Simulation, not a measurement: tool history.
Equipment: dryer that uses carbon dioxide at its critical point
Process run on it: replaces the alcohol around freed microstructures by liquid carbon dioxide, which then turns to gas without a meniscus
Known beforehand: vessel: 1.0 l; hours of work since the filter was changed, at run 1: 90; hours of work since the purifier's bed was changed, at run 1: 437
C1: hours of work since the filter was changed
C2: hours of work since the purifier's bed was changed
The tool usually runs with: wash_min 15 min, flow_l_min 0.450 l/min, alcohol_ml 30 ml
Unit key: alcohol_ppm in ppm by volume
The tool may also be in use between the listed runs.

run 1 hour=0.0 | wash_min=15 flow_l_min=0.450 alcohol_ml=30 | C1=90 C2=437 | alcohol_ppm=155
run 2 hour=18.5 | wash_min=15 flow_l_min=0.697 alcohol_ml=30 | C1=99 C2=446 | alcohol_ppm=98
run 3 hour=32.4 | wash_min=15 flow_l_min=0.450 alcohol_ml=41 | C1=106 C2=452 | alcohol_ppm=183
run 4 hour=45.3 | wash_min=15 flow_l_min=0.450 alcohol_ml=41 | C1=112 C2=459 | alcohol_ppm=173
run 5 hour=57.0 | wash_min=15 flow_l_min=0.450 alcohol_ml=30 | C1=118 C2=464 | alcohol_ppm=167
run 6 hour=67.9 | wash_min=15 flow_l_min=0.450 alcohol_ml=75 | C1=124 C2=470 | alcohol_ppm=277
run 7 hour=79.2 | wash_min=15 flow_l_min=0.450 alcohol_ml=75 | C1=129 C2=475 | alcohol_ppm=291
run 8 hour=98.9 | wash_min=15 flow_l_min=0.450 alcohol_ml=75 | C1=139 C2=485 | alcohol_ppm=297
run 9 hour=118.3 | wash_min=15 flow_l_min=0.450 alcohol_ml=75 | C1=148 C2=494 | alcohol_ppm=292
run 10 hour=140.8 | wash_min=17 flow_l_min=0.450 alcohol_ml=30 | C1=159 C2=505 | alcohol_ppm=149
run 11 hour=161.1 | wash_min=15 flow_l_min=0.273 alcohol_ml=30 | C1=169 C2=515 | alcohol_ppm=1110
run 12 hour=180.9 | wash_min=15 flow_l_min=0.366 alcohol_ml=30 | C1=179 C2=525 | alcohol_ppm=389
run 13 hour=195.5 | wash_min=15 flow_l_min=0.450 alcohol_ml=30 | C1=186 C2=532 | alcohol_ppm=202
run 14 hour=210.5 | wash_min=15 flow_l_min=0.450 alcohol_ml=30 | C1=193 C2=540 | alcohol_ppm=206
run 15 hour=220.8 | wash_min=15 flow_l_min=0.450 alcohol_ml=23 | C1=198 C2=545 | alcohol_ppm=189
run 16 hour=232.6 | wash_min=15 flow_l_min=0.450 alcohol_ml=23 | C1=204 C2=550 | alcohol_ppm=183
run 17 hour=243.0 | wash_min=15 flow_l_min=0.450 alcohol_ml=23 | C1=209 C2=555 | alcohol_ppm=200
run 18 hour=268.3 | wash_min=15 flow_l_min=0.450 alcohol_ml=23 | C1=222 C2=568 | alcohol_ppm=194
run 19 hour=280.5 | wash_min=15 flow_l_min=0.450 alcohol_ml=23 | C1=228 C2=574 | alcohol_ppm=198
run 20 hour=295.0 | wash_min=15 flow_l_min=0.418 alcohol_ml=30 | C1=235 C2=581 | alcohol_ppm=291
run 21 hour=319.1 | wash_min=15 flow_l_min=0.418 alcohol_ml=30 | C1=246 C2=593 | alcohol_ppm=289
run 22 hour=341.5 | wash_min=15 flow_l_min=0.296 alcohol_ml=30 | C1=257 C2=604 | alcohol_ppm=1047
run 23 hour=355.5 | wash_min=15 flow_l_min=0.296 alcohol_ml=30 | C1=264 C2=611 | alcohol_ppm=1074
run 24 hour=380.2 | wash_min=11 flow_l_min=0.335 alcohol_ml=31 | C1=276 C2=623 | alcohol_ppm=1866
-- hour=390.5 inlet filter changed
run 25 hour=401.1 | wash_min=22 flow_l_min=0.458 alcohol_ml=39 | C1=5 C2=632 | alcohol_ppm=129
run 26 hour=412.5 | wash_min=12 flow_l_min=0.571 alcohol_ml=56 | C1=11 C2=638 | alcohol_ppm=192
run 27 hour=429.8 | wash_min=22 flow_l_min=0.478 alcohol_ml=51 | C1=19 C2=646 | alcohol_ppm=129
run 28 hour=441.7 | wash_min=22 flow_l_min=0.478 alcohol_ml=51 | C1=25 C2=652 | alcohol_ppm=128
run 29 hour=466.6 | wash_min=12 flow_l_min=0.329 alcohol_ml=30 | C1=37 C2=664 | alcohol_ppm=938
run 30 hour=478.2 | wash_min=12 flow_l_min=0.329 alcohol_ml=30 | C1=43 C2=670 | alcohol_ppm=928
run 31 hour=489.0 | wash_min=12 flow_l_min=0.329 alcohol_ml=30 | C1=48 C2=675 | alcohol_ppm=952
run 32 hour=512.5 | wash_min=12 flow_l_min=0.329 alcohol_ml=30 | C1=60 C2=687 | alcohol_ppm=991
run 33 hour=532.4 | wash_min=19 flow_l_min=0.276 alcohol_ml=30 | C1=69 C2=697 | alcohol_ppm=416
run 34 hour=556.1 | wash_min=19 flow_l_min=0.276 alcohol_ml=30 | C1=81 C2=708 | alcohol_ppm=433
run 35 hour=578.0 | wash_min=18 flow_l_min=0.276 alcohol_ml=104 | C1=92 C2=719 | alcohol_ppm=1500
run 36 hour=601.6 | wash_min=18 flow_l_min=0.276 alcohol_ml=104 | C1=103 C2=730 | alcohol_ppm=1546
run 37 hour=617.7 | wash_min=18 flow_l_min=0.276 alcohol_ml=104 | C1=111 C2=738 | alcohol_ppm=1534
run 38 hour=634.2 | wash_min=21 flow_l_min=0.491 alcohol_ml=104 | C1=119 C2=746 | alcohol_ppm=149
run 39 hour=658.7 | wash_min=15 flow_l_min=0.605 alcohol_ml=22 | C1=131 C2=758 | alcohol_ppm=165
run 40 hour=678.4 | wash_min=9 flow_l_min=0.450 alcohol_ml=38 | C1=141 C2=768 | alcohol_ppm=1245
run 41 hour=692.0 | wash_min=9 flow_l_min=0.450 alcohol_ml=38 | C1=148 C2=775 | alcohol_ppm=1228
run 42 hour=704.0 | wash_min=9 flow_l_min=0.450 alcohol_ml=38 | C1=153 C2=781 | alcohol_ppm=1290
run 43 hour=724.9 | wash_min=12 flow_l_min=0.281 alcohol_ml=33 | C1=164 C2=791 | alcohol_ppm=2158
run 44 hour=750.1 | wash_min=12 flow_l_min=0.281 alcohol_ml=33 | C1=176 C2=803 | alcohol_ppm=2120
run 45 hour=768.9 | wash_min=12 flow_l_min=0.281 alcohol_ml=33 | C1=185 C2=812 | alcohol_ppm=2256
run 46 hour=784.9 | wash_min=18 flow_l_min=0.287 alcohol_ml=58 | C1=193 C2=820 | alcohol_ppm=1002

A few steps of alcohol_ppm between consecutive runs. Split each: what settings, incoming material and random variation would produce without the hidden state, and what is left over for the hidden state, along with gauge scatter present in only one of the two compared results (measured, and without hidden state):
The hidden state here: flow that reaches the vessel past the clogged filter, %; alcohol in the recycled carbon dioxide, ppm; drift of the gauge itself on alcohol_ppm, %.
Run 21 -> 22: flow_l_min 0.418 -> 0.296. alcohol_ppm +758 ppm by volume: hidden state +344, all else +414.
Run 24 -> 25: wash_min 11 -> 22, flow_l_min 0.335 -> 0.458, alcohol_ml 31 -> 39, inlet filter changed. alcohol_ppm -1737 ppm by volume: hidden state -771, all else -966.
Run 37 -> 38: wash_min 18 -> 21, flow_l_min 0.276 -> 0.491. alcohol_ppm -1385 ppm by volume: hidden state -382, all else -1003.
Run 45 -> 46: wash_min 12 -> 18, flow_l_min 0.281 -> 0.287, alcohol_ml 33 -> 58. alcohol_ppm -1254 ppm by volume: hidden state -270, all else -984.

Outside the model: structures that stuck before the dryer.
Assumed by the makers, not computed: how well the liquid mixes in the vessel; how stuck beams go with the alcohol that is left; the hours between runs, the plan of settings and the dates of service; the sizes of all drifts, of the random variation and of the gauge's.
